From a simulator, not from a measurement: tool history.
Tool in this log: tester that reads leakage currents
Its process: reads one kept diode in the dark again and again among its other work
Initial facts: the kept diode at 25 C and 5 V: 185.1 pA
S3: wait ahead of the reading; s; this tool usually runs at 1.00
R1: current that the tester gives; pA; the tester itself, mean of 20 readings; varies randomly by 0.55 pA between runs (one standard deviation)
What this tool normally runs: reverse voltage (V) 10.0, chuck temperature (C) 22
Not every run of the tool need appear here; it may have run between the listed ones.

{"run": 1, "hour": 0.0, "reverse voltage (V)": 10.0, "chuck temperature (C)": 22, "S3": 1.0, "R1": 178.76}
{"run": 2, "hour": 99.4, "reverse voltage (V)": 10.0, "chuck temperature (C)": 22, "S3": 1.0, "R1": 177.8}
{"run": 3, "hour": 252.9, "reverse voltage (V)": 10.0, "chuck temperature (C)": 22, "S3": 1.0, "R1": 177.58}
{"run": 4, "hour": 395.6, "reverse voltage (V)": 10.0, "chuck temperature (C)": 47, "S3": 1.0, "R1": 1600.02}
{"run": 5, "hour": 476.4, "reverse voltage (V)": 10.0, "chuck temperature (C)": 47, "S3": 1.0, "R1": 1592.21}
{"run": 6, "hour": 550.7, "reverse voltage (V)": 10.0, "chuck temperature (C)": 40, "S3": 1.0, "R1": 893.59}
{"run": 7, "hour": 715.2, "reverse voltage (V)": 4.9, "chuck temperature (C)": 40, "S3": 1.0, "R1": 681.8}
{"run": 8, "hour": 828.9, "reverse voltage (V)": 4.9, "chuck temperature (C)": 40, "S3": 1.0, "R1": 676.83}
{"run": 9, "hour": 996.7, "reverse voltage (V)": 4.9, "chuck temperature (C)": 40, "S3": 1.0, "R1": 675.44}
{"run": 10, "hour": 1129.1, "reverse voltage (V)": 4.9, "chuck temperature (C)": 40, "S3": 1.0, "R1": 669.77}
{"run": 11, "hour": 1216.5, "reverse voltage (V)": 4.9, "chuck temperature (C)": 40, "S3": 1.0, "R1": 669.21}
{"run": 12, "hour": 1324.2, "reverse voltage (V)": 10.0, "chuck temperature (C)": 22, "S3": 4.03, "R1": 186.64}
{"run": 13, "hour": 1438.3, "reverse voltage (V)": 10.0, "chuck temperature (C)": 22, "S3": 1.0, "R1": 186.05}
{"run": 14, "hour": 1578.7, "reverse voltage (V)": 10.0, "chuck temperature (C)": 22, "S3": 1.0, "R1": 185.44}
{"run": 15, "hour": 1742.4, "reverse voltage (V)": 5.6, "chuck temperature (C)": 22, "S3": 1.0, "R1": 144.29}
{"run": 16, "hour": 1849.4, "reverse voltage (V)": 10.0, "chuck temperature (C)": 22, "S3": 1.0, "R1": 184.59}
{"run": 17, "hour": 2010.7, "reverse voltage (V)": 10.0, "chuck temperature (C)": 22, "S3": 1.0, "R1": 184.0}
{"run": 18, "hour": 2112.3, "reverse voltage (V)": 10.0, "chuck temperature (C)": 22, "S3": 1.0, "R1": 182.7}
{"run": 19, "hour": 2255.7, "reverse voltage (V)": 10.0, "chuck temperature (C)": 22, "S3": 1.0, "R1": 181.27}
{"run": 20, "hour": 2418.5, "reverse voltage (V)": 10.0, "chuck temperature (C)": 22, "S3": 0.32, "R1": 198.5}
{"run": 21, "hour": 2515.8, "reverse voltage (V)": 10.0, "chuck temperature (C)": 22, "S3": 0.32, "R1": 198.22}
{"run": 22, "hour": 2616.4, "reverse voltage (V)": 1.1, "chuck temperature (C)": 34, "S3": 1.0, "R1": 233.25}
{"run": 23, "hour": 2710.3, "reverse voltage (V)": 10.0, "chuck temperature (C)": 32, "S3": 3.33, "R1": 457.12}
{"run": 24, "hour": 2871.2, "reverse voltage (V)": 17.4, "chuck temperature (C)": 22, "S3": 4.33, "R1": 246.1}
{"run": 25, "hour": 3001.3, "reverse voltage (V)": 17.4, "chuck temperature (C)": 22, "S3": 4.33, "R1": 247.45}
{"run": 26, "hour": 3092.5, "reverse voltage (V)": 14.2, "chuck temperature (C)": 22, "S3": 1.74, "R1": 224.55}
{"run": 27, "hour": 3208.4, "reverse voltage (V)": 18.7, "chuck temperature (C)": 55, "S3": 1.0, "R1": 3658.27}
{"run": 28, "hour": 3369.5, "reverse voltage (V)": 17.1, "chuck temperature (C)": 22, "S3": 1.0, "R1": 247.81}
{"run": 29, "hour": 3457.0, "reverse voltage (V)": 2.1, "chuck temperature (C)": 47, "S3": 0.46, "R1": 854.75}
{"run": 30, "hour": 3526.6, "reverse voltage (V)": 2.6, "chuck temperature (C)": 27, "S3": 1.85, "R1": 170.16}
{"run": 31, "hour": 3617.5, "reverse voltage (V)": 10.0, "chuck temperature (C)": 22, "S3": 0.57, "R1": 192.76}
{"run": 32, "hour": 3766.1, "reverse voltage (V)": 10.0, "chuck temperature (C)": 22, "S3": 0.38, "R1": 194.39}
{"run": 33, "hour": 3933.4, "reverse voltage (V)": 17.0, "chuck temperature (C)": 22, "S3": 1.0, "R1": 243.61}
{"run": 34, "hour": 4040.6, "reverse voltage (V)": 17.0, "chuck temperature (C)": 22, "S3": 1.0, "R1": 243.63}
{"run": 35, "hour": 4204.6, "reverse voltage (V)": 17.0, "chuck temperature (C)": 22, "S3": 1.0, "R1": 222.2}
{"run": 36, "hour": 4349.5, "reverse voltage (V)": 2.5, "chuck temperature (C)": 23, "S3": 3.25, "R1": 118.86}
{"run": 37, "hour": 4443.7, "reverse voltage (V)": 15.9, "chuck temperature (C)": 60, "S3": 3.38, "R1": 5143.6}
{"run": 38, "hour": 4581.6, "reverse voltage (V)": 5.0, "chuck temperature (C)": 22, "S3": 1.0, "R1": 138.89}
{"run": 39, "hour": 4724.2, "reverse voltage (V)": 5.0, "chuck temperature (C)": 22, "S3": 1.0, "R1": 138.18}
{"run": 40, "hour": 4834.5, "reverse voltage (V)": 5.0, "chuck temperature (C)": 22, "S3": 1.0, "R1": 137.33}

Taken out of this log: 5 entries between the listed runs. Where each belongs, and how the hidden state differs across it:
Logged between run 3 and run 4: chuck's temperature calibrated (hour 362.9)
  stray current of the dirty probe card, pA a volt: 1.065 -> 1.115; current scale over the true one, %: -0.57 -> -0.59; true chuck temperature over the reading, C: -0.86 -> -0.07
  measured value less the no-hidden-state value, R1: -4.70 -> -7.38 pA
Logged between run 19 and run 20: chuck's temperature calibrated (hour 2280.1)
  stray current of the dirty probe card, pA a volt: 1.739 -> 1.794; current scale over the true one, %: -0.88 -> -0.91; true chuck temperature over the reading, C: -0.95 -> -0.1
  measured value less the no-hidden-state value, R1: +0.02 -> +14.19 pA
Logged between run 26 and run 27: tester calibrated (hour 3120.1)
  stray current of the dirty probe card, pA a volt: 2.024 -> 2.057; current scale over the true one, %: -1.01 -> -0.13; true chuck temperature over the reading, C: -0.43 -> -0.48
  measured value less the no-hidden-state value, R1: +17.95 -> -103.09 pA
Logged between run 34 and run 35: probe card cleaned and baked (hour 4137.4); chuck's temperature calibrated (hour 4201.6)
  stray current of the dirty probe card, pA a volt: 2.343 -> 0.044; current scale over the true one, %: -0.26 -> -0.29; true chuck temperature over the reading, C: -0.88 -> 0.04
  measured value less the no-hidden-state value, R1: +21.16 -> +0.68 pA

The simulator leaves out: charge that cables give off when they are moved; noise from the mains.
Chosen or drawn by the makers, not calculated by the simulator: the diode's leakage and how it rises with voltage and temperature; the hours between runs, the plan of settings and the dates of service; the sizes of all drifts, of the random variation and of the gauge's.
